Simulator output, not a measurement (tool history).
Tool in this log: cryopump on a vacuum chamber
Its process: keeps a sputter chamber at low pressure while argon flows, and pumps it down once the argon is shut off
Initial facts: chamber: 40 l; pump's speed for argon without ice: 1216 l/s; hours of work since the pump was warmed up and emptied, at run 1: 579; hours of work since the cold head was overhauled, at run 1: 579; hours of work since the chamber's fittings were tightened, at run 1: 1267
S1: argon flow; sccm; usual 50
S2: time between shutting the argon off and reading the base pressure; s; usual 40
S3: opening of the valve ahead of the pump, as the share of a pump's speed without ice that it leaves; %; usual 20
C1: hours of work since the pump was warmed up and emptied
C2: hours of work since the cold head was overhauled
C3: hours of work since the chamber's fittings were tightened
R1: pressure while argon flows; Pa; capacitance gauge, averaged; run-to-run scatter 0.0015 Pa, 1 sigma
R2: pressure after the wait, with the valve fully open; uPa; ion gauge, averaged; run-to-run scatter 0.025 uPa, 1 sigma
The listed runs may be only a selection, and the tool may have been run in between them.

Run 1, hour 0.0: usual settings; C1 579; C2 579; C3 1267. Result: R1 0.3581 Pa, R2 2.58 uPa.
Run 2, hour 17.1: usual settings but S2 106 s; C1 593; C2 593; C3 1281. Result: R1 0.3613 Pa, R2 2.26 uPa.
Run 3, hour 28.1: usual settings but S3 46 %; C1 602; C2 602; C3 1290. Result: R1 0.1635 Pa, R2 2.75 uPa.
Run 4, hour 40.3: usual settings but S1 46 sccm; C1 611; C2 611; C3 1300. Result: R1 0.3295 Pa, R2 2.65 uPa.
Run 5, hour 56.8: usual settings but S1 46 sccm; C1 625; C2 625; C3 1313. Result: R1 0.3315 Pa, R2 2.64 uPa.
Run 6, hour 65.1: usual settings but S1 46 sccm; C1 631; C2 631; C3 1320. Result: R1 0.3326 Pa, R2 2.72 uPa.
Run 7, hour 81.4: usual settings but S1 59 sccm; C1 645; C2 645; C3 1333. Result: R1 0.4254 Pa, R2 2.70 uPa.
Run 8, hour 96.4: usual settings; C1 657; C2 657; C3 1345. Result: R1 0.3563 Pa, R2 2.78 uPa.
Run 9, hour 112.0: usual settings but S2 25 s; C1 669; C2 669; C3 1358. Result: R1 0.3650 Pa, R2 3.28 uPa.
Run 10, hour 130.4: usual settings; C1 684; C2 684; C3 1373. Result: R1 0.3614 Pa, R2 2.76 uPa.
Run 11, hour 141.2: usual settings; C1 693; C2 693; C3 1381. Result: R1 0.3600 Pa, R2 2.83 uPa.
Run 12, hour 149.0: usual settings but S2 21 s; C1 699; C2 699; C3 1388. Result: R1 0.3619 Pa, R2 3.47 uPa.
Run 13, hour 158.8: usual settings but S2 33 s; C1 707; C2 707; C3 1396. Result: R1 0.3597 Pa, R2 3.09 uPa.
Run 14, hour 170.8: usual settings; C1 717; C2 717; C3 1405. Result: R1 0.3615 Pa, R2 2.94 uPa.
Run 15, hour 180.4: usual settings; C1 724; C2 724; C3 1413. Result: R1 0.3601 Pa, R2 2.80 uPa.
Run 16, hour 192.4: usual settings; C1 734; C2 734; C3 1423. Result: R1 0.3642 Pa, R2 2.88 uPa.
Run 17, hour 204.5: usual settings but S3 26 %; C1 744; C2 744; C3 1432. Result: R1 0.2830 Pa, R2 2.92 uPa.
Run 18, hour 219.4: usual settings but S1 93 sccm, S2 108 s, S3 26 %; C1 756; C2 756; C3 1444. Result: R1 0.5280 Pa, R2 2.44 uPa.
Run 19, hour 234.5: usual settings but S1 96 sccm, S2 178 s; C1 768; C2 768; C3 1457. Result: R1 0.6965 Pa, R2 2.40 uPa.
Run 20, hour 248.1: usual settings but S1 25 sccm, S2 21 s, S3 17 %; C1 779; C2 779; C3 1468. Result: R1 0.2135 Pa, R2 3.74 uPa.
Run 21, hour 262.1: usual settings but S1 25 sccm, S2 47 s; C1 790; C2 790; C3 1479. Result: R1 0.1813 Pa, R2 2.86 uPa.
Run 22, hour 273.2: usual settings but S1 25 sccm, S2 47 s; C1 799; C2 799; C3 1488. Result: R1 0.1837 Pa, R2 2.93 uPa.
Run 23, hour 281.2: usual settings but S1 29 sccm, S2 55 s, S3 26 %; C1 806; C2 806; C3 1494. Result: R1 0.1650 Pa, R2 2.84 uPa.
Run 24, hour 293.0: usual settings but S1 21 sccm, S2 34 s, S3 24 %; C1 815; C2 815; C3 1504. Result: R1 0.1284 Pa, R2 3.11 uPa.
Run 25, hour 307.6: usual settings but S1 21 sccm, S2 34 s, S3 24 %; C1 827; C2 827; C3 1516. Result: R1 0.1283 Pa, R2 3.19 uPa.
Run 26, hour 325.0: usual settings but S1 83 sccm, S2 243 s, S3 51 %; C1 841; C2 841; C3 1530. Result: R1 0.2562 Pa, R2 2.51 uPa.
Run 27, hour 335.1: usual settings but S1 78 sccm; C1 849; C2 849; C3 1538. Result: R1 0.5741 Pa, R2 3.17 uPa.
Run 28, hour 347.7: usual settings but S1 78 sccm; C1 859; C2 859; C3 1548. Result: R1 0.5701 Pa, R2 3.24 uPa.
Run 29, hour 357.6: usual settings but S1 44 sccm, S2 64 s, S3 36 %; C1 867; C2 867; C3 1556. Result: R1 0.1863 Pa, R2 2.99 uPa.
Run 30, hour 373.5: usual settings but S1 39 sccm, S2 143 s, S3 23 %; C1 880; C2 880; C3 1569. Result: R1 0.2514 Pa, R2 2.67 uPa.
Run 31, hour 382.3: usual settings but S2 188 s, S3 29 %; C1 887; C2 887; C3 1576. Result: R1 0.2592 Pa, R2 2.70 uPa.
Run 32, hour 395.5: usual settings but S2 188 s, S3 29 %; C1 898; C2 898; C3 1587. Result: R1 0.2599 Pa, R2 2.64 uPa.
Run 33, hour 406.9: usual settings but S1 40 sccm, S2 27 s, S3 26 %; C1 907; C2 907; C3 1596. Result: R1 0.2277 Pa, R2 3.64 uPa.
Run 34, hour 416.5: usual settings but S1 31 sccm, S2 297 s, S3 19 %; C1 915; C2 915; C3 1603. Result: R1 0.2404 Pa, R2 2.61 uPa.

Difference, measured minus no-hidden-state, one row per run. Run-to-run variation is common to both terms; the gauge's own scatter need not be:
The hidden state here: pump's speed, % of a pump's without ice; cold plate's temperature, K; leak into the chamber, uPa l/s; drift of the gauge itself on working_pa, %; drift of the gauge itself on base_upa, %.
run       R1     R2
  1  +0.0114  +1.60
  2  +0.0118  +1.71
  3  +0.0120  +1.72
  4  +0.0111  +1.69
  5  +0.0116  +1.68
  6  +0.0116  +1.73
  7  +0.0152  +1.73
  8  +0.0130  +1.78
  9  +0.0136  +1.80
 10  +0.0138  +1.78
 11  +0.0139  +1.85
 12  +0.0141  +1.83
 13  +0.0142  +1.90
 14  +0.0144  +1.90
 15  +0.0146  +1.84
 16  +0.0149  +1.91
 17  +0.0151  +1.95
 18  +0.0287  +1.94
 19  +0.0299  +1.98
 20  +0.0080  +2.04
 21  +0.0081  +1.99
 22  +0.0083  +2.04
 23  +0.0096  +2.07
 24  +0.0070  +2.01
 25  +0.0072  +2.08
 26  +0.0290  +2.14
 27  +0.0277  +2.15
 28  +0.0278  +2.21
 29  +0.0159  +2.23
 30  +0.0144  +2.24
 31  +0.0186  +2.27
 32  +0.0189  +2.23
 33  +0.0151  +2.28
 34  +0.0120  +2.28
